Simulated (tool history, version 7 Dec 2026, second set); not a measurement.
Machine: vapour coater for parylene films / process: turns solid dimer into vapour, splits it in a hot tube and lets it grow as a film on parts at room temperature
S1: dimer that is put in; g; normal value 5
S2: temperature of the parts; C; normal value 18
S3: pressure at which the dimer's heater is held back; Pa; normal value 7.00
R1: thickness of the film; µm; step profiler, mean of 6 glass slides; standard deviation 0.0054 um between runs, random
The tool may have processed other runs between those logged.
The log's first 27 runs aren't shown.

run,hour,S1,S2,S3,R1
28,464.1,7,20,2.61,4.394
29,474.1,2,14,4.08,1.415
30,489.4,4,21,2.79,2.367
31,501.4,4,21,2.79,2.364
32,520.5,3,17,3.17,2.098
33,531.1,3,18,4.47,1.855
34,550.0,5,14,9.15,3.210
35,574.6,5,12,7.00,3.520
36,592.3,4,24,3.69,1.928
37,608.8,5,26,7.65,1.872
# hour 626.8: table's thermometer calibrated
38,631.7,4,18,8.34,2.000
39,643.6,6,20,7.00,2.846
40,663.2,6,20,7.00,2.835
41,686.9,6,10,7.00,4.178
42,706.0,6,10,7.00,4.180
43,725.5,6,10,7.00,4.187
44,743.2,7,23,7.00,2.866
45,760.2,3,12,2.44,2.083
# hour 769.3: trap's valve overhauled
46,781.4,3,12,2.44,2.228

Below are 4 alternative next runs, each starting from the tool's condition after run 46. Predict each:
A,801.5,3,18,2.77,?
B,801.5,4,12,2.44,?
C,801.5,2,18,7.00,?
D,801.5,3,18,7.96,?

run,R1
A,2.026
B,2.962
C,1.106
D,1.612
Take away the tool's hidden state, keep each run's random variation, and the runs would have read:
run,R1
A,2.025
B,2.973
C,1.105
D,1.611

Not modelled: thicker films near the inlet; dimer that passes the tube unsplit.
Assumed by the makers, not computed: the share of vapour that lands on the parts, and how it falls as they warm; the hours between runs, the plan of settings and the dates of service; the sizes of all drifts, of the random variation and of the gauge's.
